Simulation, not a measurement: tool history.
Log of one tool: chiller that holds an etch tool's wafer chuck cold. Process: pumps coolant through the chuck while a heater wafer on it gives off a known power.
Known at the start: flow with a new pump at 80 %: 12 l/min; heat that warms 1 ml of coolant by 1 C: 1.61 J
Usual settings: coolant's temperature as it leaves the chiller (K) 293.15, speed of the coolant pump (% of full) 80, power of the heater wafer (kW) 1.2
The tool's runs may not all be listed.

| run | hour | coolant's temperature as it leaves the chiller (K) | speed of the coolant pump (% of full) | power of the heater wafer (kW) | chuck's temperature once it has settled (K) | how much warmer the coolant comes back (C) |
|---|---|---|---|---|---|---|
| 1 | 0 | 293.15 | 80 | 1.2 | 301.95 | 3.78 |
| 2 | 156.1 | 293.15 | 80 | 1.2 | 301.85 | 3.77 |
| 3 | 363.7 | 293.15 | 80 | 1.2 | 302.05 | 3.76 |
| 4 | 501 | 293.15 | 80 | 1.2 | 301.75 | 3.71 |
| 5 | 681.1 | 293.15 | 80 | 1.2 | 302.05 | 3.71 |
| 6 | 851.9 | 293.15 | 80 | 1.2 | 302.15 | 3.73 |
|  | 889.2 | coolant changed, channels flushed |
| 7 | 1007.1 | 290.15 | 80 | 1.2 | 298.95 | 3.77 |
| 8 | 1131.3 | 290.15 | 80 | 1.2 | 298.85 | 3.78 |
| 9 | 1343.9 | 290.15 | 80 | 1.2 | 298.85 | 3.71 |
| 10 | 1465.3 | 293.15 | 80 | 1.2 | 302.05 | 3.73 |
| 11 | 1654.3 | 293.15 | 80 | 1.2 | 301.95 | 3.76 |
| 12 | 1759.8 | 293.15 | 80 | 1.2 | 301.85 | 3.75 |
| 13 | 1929.4 | 293.15 | 80 | 1.2 | 301.85 | 3.71 |
| 14 | 2037.6 | 293.15 | 80 | 1.2 | 301.75 | 3.75 |
| 15 | 2227.7 | 293.15 | 80 | 1.2 | 302.05 | 3.73 |
| 16 | 2341.2 | 293.15 | 80 | 1.2 | 301.95 | 3.69 |
| 17 | 2435.7 | 294.15 | 83 | 0.641 | 298.85 | 1.94 |

Run 18 comes next. What will it give?
| 18 | 2633 | 294.15 | 83 | 0.641 | ? | ? |

{"run 18": {"chuck's temperature once it has settled (K)": 298.65, "how much warmer the coolant comes back (C)": 1.89}}
Without the tool's hidden state the same run would have given chuck's temperature once it has settled (K) 298.65, how much warmer the coolant comes back (C) 1.89.
